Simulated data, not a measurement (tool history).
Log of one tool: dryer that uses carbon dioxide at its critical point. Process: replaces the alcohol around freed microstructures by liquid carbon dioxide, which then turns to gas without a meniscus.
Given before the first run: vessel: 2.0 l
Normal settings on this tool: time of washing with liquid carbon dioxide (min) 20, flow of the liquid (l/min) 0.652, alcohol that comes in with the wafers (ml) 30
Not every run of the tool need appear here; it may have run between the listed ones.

run,hour,time of washing with liquid carbon dioxide (min),flow of the liquid (l/min),alcohol that comes in with the wafers (ml),alcohol left in the vessel before it's heated (ppm by volume)
1,0.0,20,0.652,30,246
2,16.2,20,0.488,30,638
# hour 28.6: inlet filter changed
3,34.7,20,0.488,30,488
4,56.5,20,0.652,57,306
5,71.9,20,0.652,57,311
6,91.6,20,0.652,57,298
7,111.8,22,0.652,57,227
8,129.2,13,0.652,30,766
9,148.3,13,0.652,30,755
10,162.7,20,0.652,30,221
11,177.8,20,0.652,30,215
12,199.1,20,0.652,30,219
13,212.1,20,0.652,30,223
14,227.8,20,0.652,30,237
15,239.5,16,0.505,81,2421
16,253.7,24,0.483,22,273
17,269.7,24,0.483,22,288
18,285.3,16,0.878,24,181
19,303.6,16,0.878,24,186
20,319.3,16,0.878,24,180
21,339.2,25,0.426,56,817
22,354.6,31,1.012,30,113
23,366.3,31,1.012,30,122
24,381.4,20,1.092,30,118

4 ways to go on from here, each from the tool as it stands after run 24. What would each give?
A,396.8,20,0.756,24,?
B,396.8,20,0.652,90,?
C,396.8,20,0.652,31,?
D,396.8,20,1.092,34,?

run,alcohol left in the vessel before it's heated (ppm by volume)
A,176
B,579
C,283
D,129
Had the tool no hidden state, the same runs would have come out as:
run,alcohol left in the vessel before it's heated (ppm by volume)
A,48
B,351
C,131
D,13

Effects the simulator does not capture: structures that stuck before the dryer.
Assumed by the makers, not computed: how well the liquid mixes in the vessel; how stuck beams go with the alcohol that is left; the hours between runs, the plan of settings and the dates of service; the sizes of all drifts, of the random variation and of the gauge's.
